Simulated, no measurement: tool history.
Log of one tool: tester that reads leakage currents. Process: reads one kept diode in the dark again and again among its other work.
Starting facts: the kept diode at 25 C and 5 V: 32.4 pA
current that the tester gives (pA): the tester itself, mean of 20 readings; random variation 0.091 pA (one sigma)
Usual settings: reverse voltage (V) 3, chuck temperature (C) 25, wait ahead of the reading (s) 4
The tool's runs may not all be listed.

run	hour	reverse voltage (V)	chuck temperature (C)	wait ahead of the reading (s)	current that the tester gives (pA)
1	0	3	25	4	25.63
2	62.6	3	25	4	25.39
3	136.2	3	25	4	25.54
4	185.5	3	25	4	25.51
5	227.5	4.15	25	4	29.66
6	263.3	4.15	25	4	29.87
7	339.6	4.15	29	4	40.98
8	374.7	3	25	9.78	25.51
9	435	3	48	0.75	145.14
10	475.9	3	48	0.75	144.12
11	525	2.03	48	0.45	119.79
12	574.7	3	25	7.33	25.35
13	652.5	3	29	2.13	35.19
14	699.3	11.94	29	0.38	70.98

Alternative continuations, all from the tool just after run 14; predict every row:
A	768.4	6.26	29	0.38	?
B	768.4	1.71	21	1.27	?
C	768.4	9.85	52	0.68	?

run	current that the tester gives (pA)
A	51.44
B	14.21
C	338.65
The same runs, with their run-to-run variation unchanged, on a tool lacking any hidden condition would have given:
run	current that the tester gives (pA)
A	51.4
B	14.2
C	338.56
